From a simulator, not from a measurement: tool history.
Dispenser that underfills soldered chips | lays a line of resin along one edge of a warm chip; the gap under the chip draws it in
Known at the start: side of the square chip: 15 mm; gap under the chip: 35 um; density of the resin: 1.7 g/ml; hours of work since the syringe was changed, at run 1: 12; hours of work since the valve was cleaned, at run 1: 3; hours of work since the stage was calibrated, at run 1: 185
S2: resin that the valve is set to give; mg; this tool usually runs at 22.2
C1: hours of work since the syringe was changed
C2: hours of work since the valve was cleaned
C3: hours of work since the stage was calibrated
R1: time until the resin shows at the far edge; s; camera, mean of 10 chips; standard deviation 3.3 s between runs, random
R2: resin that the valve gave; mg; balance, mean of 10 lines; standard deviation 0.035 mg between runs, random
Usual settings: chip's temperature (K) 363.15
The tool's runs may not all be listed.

{"run": 1, "hour": 0.0, "chip's temperature (K)": 363.15, "S2": 22.2, "C1": 12, "C2": 3, "C3": 185, "R1": 502.7, "R2": 22.13}
{"hour": 1.0, "done": "new syringe of resin"}
{"run": 2, "hour": 7.5, "chip's temperature (K)": 362.15, "S2": 22.2, "C1": 4, "C2": 7, "C3": 190, "R1": 411.6, "R2": 22.04}
{"run": 3, "hour": 12.6, "chip's temperature (K)": 362.15, "S2": 22.2, "C1": 7, "C2": 10, "C3": 193, "R1": 454.0, "R2": 22.02}
{"run": 4, "hour": 16.9, "chip's temperature (K)": 363.15, "S2": 21.0, "C1": 10, "C2": 13, "C3": 195, "R1": 483.6, "R2": 20.78}
{"hour": 20.2, "done": "new syringe of resin"}
{"run": 5, "hour": 22.3, "chip's temperature (K)": 363.15, "S2": 21.0, "C1": 1, "C2": 16, "C3": 199, "R1": 363.4, "R2": 20.79}
{"run": 6, "hour": 29.4, "chip's temperature (K)": 363.15, "S2": 21.0, "C1": 6, "C2": 21, "C3": 203, "R1": 421.5, "R2": 20.76}
{"run": 7, "hour": 35.5, "chip's temperature (K)": 363.15, "S2": 25.3, "C1": 9, "C2": 24, "C3": 207, "R1": 466.1, "R2": 24.9}
{"hour": 39.5, "done": "new syringe of resin"}
{"run": 8, "hour": 41.0, "chip's temperature (K)": 364.15, "S2": 25.3, "C1": 1, "C2": 28, "C3": 210, "R1": 337.3, "R2": 24.86}
{"run": 9, "hour": 46.5, "chip's temperature (K)": 364.15, "S2": 25.3, "C1": 4, "C2": 31, "C3": 213, "R1": 376.3, "R2": 24.87}
{"run": 10, "hour": 54.0, "chip's temperature (K)": 363.15, "S2": 25.7, "C1": 9, "C2": 36, "C3": 218, "R1": 469.7, "R2": 25.16}
{"hour": 59.1, "done": "new syringe of resin"}
{"run": 11, "hour": 60.9, "chip's temperature (K)": 363.15, "S2": 25.7, "C1": 1, "C2": 40, "C3": 222, "R1": 363.1, "R2": 25.14}
{"run": 12, "hour": 64.7, "chip's temperature (K)": 363.15, "S2": 26.8, "C1": 4, "C2": 42, "C3": 225, "R1": 397.2, "R2": 26.19}
{"hour": 72.3, "done": "dispensing valve cleaned and set on the balance"}
{"run": 13, "hour": 72.3, "chip's temperature (K)": 363.15, "S2": 26.8, "C1": 8, "C2": 0, "C3": 229, "R1": 452.2, "R2": 26.76}
{"run": 14, "hour": 76.9, "chip's temperature (K)": 363.15, "S2": 26.8, "C1": 10, "C2": 3, "C3": 232, "R1": 500.3, "R2": 26.76}
{"hour": 79.5, "done": "new syringe of resin"}
{"run": 15, "hour": 84.8, "chip's temperature (K)": 363.15, "S2": 26.9, "C1": 3, "C2": 8, "C3": 236, "R1": 389.7, "R2": 26.76}
{"run": 16, "hour": 89.0, "chip's temperature (K)": 359.15, "S2": 22.2, "C1": 6, "C2": 10, "C3": 239, "R1": 519.0, "R2": 22.06}
{"run": 17, "hour": 94.2, "chip's temperature (K)": 359.15, "S2": 22.2, "C1": 9, "C2": 13, "C3": 242, "R1": 575.0, "R2": 22.01}
{"run": 18, "hour": 98.3, "chip's temperature (K)": 359.15, "S2": 22.2, "C1": 12, "C2": 16, "C3": 245, "R1": 629.2, "R2": 21.93}
{"hour": 99.2, "done": "new syringe of resin"}
{"run": 19, "hour": 105.2, "chip's temperature (K)": 348.15, "S2": 23.3, "C1": 4, "C2": 20, "C3": 249, "R1": 848.5, "R2": 22.95}
{"run": 20, "hour": 110.1, "chip's temperature (K)": 378.15, "S2": 25.1, "C1": 7, "C2": 23, "C3": 252, "R1": 211.9, "R2": 24.74}
{"run": 21, "hour": 117.7, "chip's temperature (K)": 378.15, "S2": 25.1, "C1": 11, "C2": 28, "C3": 257, "R1": 251.3, "R2": 24.71}
{"hour": 118.5, "done": "new syringe of resin"}
{"run": 22, "hour": 125.3, "chip's temperature (K)": 372.15, "S2": 23.8, "C1": 4, "C2": 32, "C3": 261, "R1": 259.4, "R2": 23.44}
{"run": 23, "hour": 130.3, "chip's temperature (K)": 378.15, "S2": 22.8, "C1": 7, "C2": 36, "C3": 264, "R1": 218.3, "R2": 22.37}
{"run": 24, "hour": 134.4, "chip's temperature (K)": 378.15, "S2": 22.8, "C1": 10, "C2": 38, "C3": 267, "R1": 240.4, "R2": 22.26}
{"hour": 137.8, "done": "new syringe of resin"}
{"run": 25, "hour": 142.2, "chip's temperature (K)": 359.15, "S2": 25.9, "C1": 3, "C2": 43, "C3": 271, "R1": 471.3, "R2": 25.32}
{"hour": 148.8, "done": "dispensing valve cleaned and set on the balance"}
{"run": 26, "hour": 148.9, "chip's temperature (K)": 377.15, "S2": 21.2, "C1": 6, "C2": 0, "C3": 275, "R1": 231.8, "R2": 21.1}
{"run": 27, "hour": 155.3, "chip's temperature (K)": 377.15, "S2": 21.2, "C1": 10, "C2": 4, "C3": 279, "R1": 264.5, "R2": 21.13}
{"hour": 158.4, "done": "new syringe of resin"}
{"run": 28, "hour": 159.2, "chip's temperature (K)": 377.15, "S2": 26.1, "C1": 0, "C2": 6, "C3": 281, "R1": 185.1, "R2": 25.94}
{"run": 29, "hour": 165.7, "chip's temperature (K)": 371.15, "S2": 28.6, "C1": 5, "C2": 10, "C3": 285, "R1": 280.5, "R2": 28.37}
{"run": 30, "hour": 169.3, "chip's temperature (K)": 371.15, "S2": 28.6, "C1": 7, "C2": 13, "C3": 288, "R1": 299.0, "R2": 28.31}
{"run": 31, "hour": 177.1, "chip's temperature (K)": 365.15, "S2": 23.8, "C1": 12, "C2": 17, "C3": 292, "R1": 476.0, "R2": 23.53}
{"hour": 178.1, "done": "new syringe of resin"}
{"run": 32, "hour": 182.4, "chip's temperature (K)": 352.15, "S2": 22.0, "C1": 3, "C2": 20, "C3": 295, "R1": 687.7, "R2": 21.67}
{"run": 33, "hour": 188.5, "chip's temperature (K)": 349.15, "S2": 24.3, "C1": 7, "C2": 24, "C3": 299, "R1": 899.0, "R2": 23.84}
{"run": 34, "hour": 193.9, "chip's temperature (K)": 363.15, "S2": 26.6, "C1": 10, "C2": 28, "C3": 303, "R1": 491.9, "R2": 26.11}
{"hour": 197.4, "done": "new syringe of resin"}
{"run": 35, "hour": 201.8, "chip's temperature (K)": 363.15, "S2": 26.6, "C1": 3, "C2": 32, "C3": 307, "R1": 389.2, "R2": 25.96}
{"run": 36, "hour": 207.8, "chip's temperature (K)": 371.15, "S2": 23.6, "C1": 6, "C2": 36, "C3": 311, "R1": 308.9, "R2": 23.01}

The same runs without the tool's hidden state, with the same run-to-run variation:
The hidden state here: resin's viscosity, % of fresh resin's; dose that the valve gives, % of what is set; true chip temperature over the reading, C; drift of the gauge itself on fill_s, %; drift of the gauge itself on given_mg, %.
run=1 R1=325.8 R2=22.20
run=2 R1=344.3 R2=22.16
run=3 R1=339.7 R2=22.19
run=4 R1=329.7 R2=20.96
run=5 R1=332.5 R2=21.01
run=6 R1=330.5 R2=21.02
run=7 R1=320.2 R2=25.26
run=8 R1=310.5 R2=25.28
run=9 R1=307.6 R2=25.33
run=10 R1=325.6 R2=25.68
run=11 R1=325.9 R2=25.72
run=12 R1=327.8 R2=26.83
run=13 R1=323.8 R2=26.79
run=14 R1=323.8 R2=26.83
run=15 R1=328.7 R2=26.90
run=16 R1=399.0 R2=22.20
run=17 R1=394.7 R2=22.19
run=18 R1=395.4 R2=22.14
run=19 R1=702.3 R2=23.23
run=20 R1=159.3 R2=25.08
run=21 R1=159.8 R2=25.10
run=22 R1=211.7 R2=23.87
run=23 R1=159.7 R2=22.83
run=24 R1=161.1 R2=22.75
run=25 R1=395.2 R2=25.94
run=26 R1=172.7 R2=21.18
run=27 R1=171.2 R2=21.25
run=28 R1=170.5 R2=26.13
run=29 R1=223.6 R2=28.64
run=30 R1=220.6 R2=28.61
run=31 R1=295.8 R2=23.84
run=32 R1=576.4 R2=22.00
run=33 R1=658.5 R2=24.25
run=34 R1=322.9 R2=26.61
run=35 R1=321.2 R2=26.53
run=36 R1=224.6 R2=23.56
